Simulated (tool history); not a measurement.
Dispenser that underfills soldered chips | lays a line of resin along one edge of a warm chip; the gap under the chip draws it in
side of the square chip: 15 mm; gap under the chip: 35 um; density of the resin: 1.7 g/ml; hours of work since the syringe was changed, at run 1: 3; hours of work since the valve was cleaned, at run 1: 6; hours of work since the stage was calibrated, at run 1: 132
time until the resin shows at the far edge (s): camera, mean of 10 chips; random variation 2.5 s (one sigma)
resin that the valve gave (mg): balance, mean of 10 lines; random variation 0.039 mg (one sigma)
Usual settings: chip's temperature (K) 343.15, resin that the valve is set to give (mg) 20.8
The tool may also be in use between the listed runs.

| run | hour | chip's temperature (K) | resin that the valve is set to give (mg) | hours of work since the syringe was changed | hours of work since the valve was cleaned | hours of work since the stage was calibrated | time until the resin shows at the far edge (s) | resin that the valve gave (mg) |
|---|---|---|---|---|---|---|---|---|
| 1 | 0 | 343.15 | 20.8 | 3 | 6 | 132 | 305.5 | 20.78 |
| 2 | 5 | 328.15 | 20.8 | 7 | 9 | 135 | 802.6 | 20.69 |
| 3 | 7.7 | 343.15 | 24.1 | 9 | 11 | 137 | 485.8 | 23.87 |
|  | 8.7 | new syringe of resin |
| 4 | 12.5 | 343.15 | 24.1 | 3 | 15 | 141 | 291.8 | 23.81 |
| 5 | 16 | 343.15 | 26.9 | 5 | 17 | 143 | 357.6 | 26.53 |
| 6 | 20.1 | 349.15 | 20.8 | 8 | 20 | 146 | 372.7 | 20.46 |
|  | 22 | new syringe of resin |
| 7 | 25 | 349.15 | 20.8 | 2 | 23 | 149 | 215.3 | 20.41 |
| 8 | 28.2 | 343.15 | 20.8 | 4 | 26 | 152 | 330.4 | 20.43 |
| 9 | 31.8 | 343.15 | 20.8 | 7 | 28 | 154 | 409.5 | 20.26 |
| 10 | 34.6 | 343.15 | 20.8 | 9 | 30 | 156 | 493.7 | 20.26 |
|  | 35.6 | new syringe of resin |
| 11 | 37.7 | 343.15 | 17.8 | 2 | 33 | 159 | 271.3 | 17.33 |
| 12 | 42.8 | 343.15 | 20.8 | 5 | 36 | 162 | 360.5 | 20.18 |
| 13 | 47.7 | 343.15 | 26.8 | 9 | 40 | 166 | 478.4 | 25.9 |
|  | 48.9 | new syringe of resin |
| 14 | 50.3 | 343.15 | 26.8 | 1 | 41 | 167 | 243.3 | 25.85 |
| 15 | 54.4 | 343.15 | 20.8 | 4 | 44 | 170 | 325.6 | 20.04 |
| 16 | 57.8 | 342.15 | 22.6 | 6 | 47 | 173 | 415.3 | 21.68 |
|  | 59.5 | dispensing valve cleaned and set on the balance |
|  | 63.3 | new syringe of resin |
| 17 | 64 | 330.15 | 26.4 | 1 | 3 | 176 | 411.5 | 26.34 |
| 18 | 67.9 | 330.15 | 26.4 | 3 | 6 | 179 | 508.7 | 26.29 |
| 19 | 70.9 | 330.15 | 23.9 | 6 | 8 | 181 | 623.1 | 23.72 |
| 20 | 73.9 | 330.15 | 23.9 | 8 | 10 | 184 | 744.9 | 23.63 |
|  | 76.7 | new syringe of resin |
| 21 | 77.3 | 337.15 | 24.4 | 0 | 12 | 186 | 310.4 | 24.07 |
| 22 | 81.5 | 340.15 | 21.1 | 3 | 15 | 189 | 351.1 | 20.74 |
| 23 | 85 | 331.15 | 25.5 | 6 | 18 | 191 | 630.7 | 25.12 |
|  | 89.9 | new syringe of resin |
| 24 | 90.3 | 348.15 | 18.2 | 0 | 22 | 195 | 196 | 17.84 |

The next listed run, before its measurement:
| 25 | 94.9 | 351.15 | 20.8 | 4 | 25 | 198 | ? | ? |

Run 25 gave time until the resin shows at the far edge (s) 226.6, resin that the valve gave (mg) 20.38.
Without the tool's hidden state the same run would have given time until the resin shows at the far edge (s) 178.6, resin that the valve gave (mg) 20.86.
